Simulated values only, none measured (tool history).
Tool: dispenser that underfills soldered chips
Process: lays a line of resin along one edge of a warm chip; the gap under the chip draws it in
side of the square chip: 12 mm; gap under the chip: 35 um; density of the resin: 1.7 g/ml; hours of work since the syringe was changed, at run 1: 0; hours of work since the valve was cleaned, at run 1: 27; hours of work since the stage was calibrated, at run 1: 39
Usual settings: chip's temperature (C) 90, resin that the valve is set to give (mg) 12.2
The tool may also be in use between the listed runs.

run	day	chip's temperature (C)	resin that the valve is set to give (mg)	hours of work since the syringe was changed	hours of work since the valve was cleaned	hours of work since the stage was calibrated	time until the resin shows at the far edge (s)	resin that the valve gave (mg)
1	0	90	12.2	0	27	39	132.5	11.95
2	0.162	81	12.2	3	30	41	234.3	11.93
# day 0.342: new syringe of resin
3	0.362	81	15.4	0	33	45	198.2	14.92
4	0.517	81	15.4	3	36	47	224.7	14.8
5	0.608	90	13.7	5	37	49	166.7	13.18
# day 0.688: new syringe of resin
6	0.733	102	12.2	1	39	51	79.3	11.73
7	0.817	102	12.2	2	41	52	84.4	11.7
8	0.942	75	12.6	4	43	55	339.7	12.02
# day 1.029: new syringe of resin
9	1.054	75	12.6	0	45	56	275.3	12.12
10	1.142	94	11.7	2	46	58	121.7	11.12

Forecast each of these 4 alternatives for the next run:
A	1.3	86	12.4	5	49	61	?	?
B	1.3	90	15.7	5	49	61	?	?
C	1.3	105	11.9	5	49	61	?	?
D	1.3	86	15.5	5	49	61	?	?

run	time until the resin shows at the far edge (s)	resin that the valve gave (mg)
A	201.8	11.81
B	159.4	15.02
C	86.3	11.33
D	194.2	14.79
Without the tool's hidden state the same runs would have given:
run	time until the resin shows at the far edge (s)	resin that the valve gave (mg)
A	158.4	12.39
B	125.9	15.77
C	67.6	11.88
D	153.5	15.52
